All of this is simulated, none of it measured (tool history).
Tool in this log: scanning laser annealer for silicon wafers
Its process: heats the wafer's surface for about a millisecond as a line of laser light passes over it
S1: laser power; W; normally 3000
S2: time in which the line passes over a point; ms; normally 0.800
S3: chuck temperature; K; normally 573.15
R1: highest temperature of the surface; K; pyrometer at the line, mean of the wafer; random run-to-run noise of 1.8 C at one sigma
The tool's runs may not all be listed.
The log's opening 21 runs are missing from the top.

{"run": 22, "hour": 443.8, "S1": 3000, "S2": 0.653, "S3": 552.15, "R1": 1226.15}
{"run": 23, "hour": 469.5, "S1": 3000, "S2": 0.653, "S3": 552.15, "R1": 1230.15}
{"run": 24, "hour": 497.1, "S1": 3000, "S2": 0.653, "S3": 552.15, "R1": 1229.15}
{"run": 25, "hour": 513.4, "S1": 3000, "S2": 0.744, "S3": 555.15, "R1": 1278.15}
{"run": 26, "hour": 531.9, "S1": 3000, "S2": 0.605, "S3": 603.15, "R1": 1251.15}
{"run": 27, "hour": 544.6, "S1": 2996, "S2": 0.595, "S3": 573.15, "R1": 1215.15}
{"run": 28, "hour": 563.0, "S1": 3000, "S2": 0.665, "S3": 559.15, "R1": 1244.15}
{"run": 29, "hour": 581.6, "S1": 3000, "S2": 0.665, "S3": 559.15, "R1": 1239.15}
{"run": 30, "hour": 608.7, "S1": 3000, "S2": 0.665, "S3": 559.15, "R1": 1240.15}
{"run": 31, "hour": 637.3, "S1": 3000, "S2": 0.665, "S3": 559.15, "R1": 1241.15}

Alternative continuations, all from the tool just after run 31; predict every row:
{"hour": 657.2, "done": "optics aligned, line set to its width"}
{"run": "A", "hour": 664.8, "S1": 2570, "S2": 0.8, "S3": 602.15, "R1": "?"}
{"hour": 657.2, "done": "optics aligned, line set to its width"}
{"run": "B", "hour": 664.8, "S1": 2674, "S2": 0.8, "S3": 535.15, "R1": "?"}
{"hour": 657.2, "done": "optics aligned, line set to its width"}
{"run": "C", "hour": 664.8, "S1": 3143, "S2": 0.698, "S3": 595.15, "R1": "?"}
{"hour": 657.2, "done": "optics aligned, line set to its width"}
{"run": "D", "hour": 664.8, "S1": 3000, "S2": 0.64, "S3": 572.15, "R1": "?"}
{"hour": 657.2, "done": "optics aligned, line set to its width"}
{"run": "E", "hour": 664.8, "S1": 3000, "S2": 0.716, "S3": 555.15, "R1": "?"}

run=A R1=1220.15
run=B R1=1186.15
run=C R1=1336.15
run=D R1=1239.15
run=E R1=1265.15
Without the tool's unlogged condition, the same runs would have read:
run=A R1=1220.15
run=B R1=1186.15
run=C R1=1336.15
run=D R1=1239.15
run=E R1=1265.15

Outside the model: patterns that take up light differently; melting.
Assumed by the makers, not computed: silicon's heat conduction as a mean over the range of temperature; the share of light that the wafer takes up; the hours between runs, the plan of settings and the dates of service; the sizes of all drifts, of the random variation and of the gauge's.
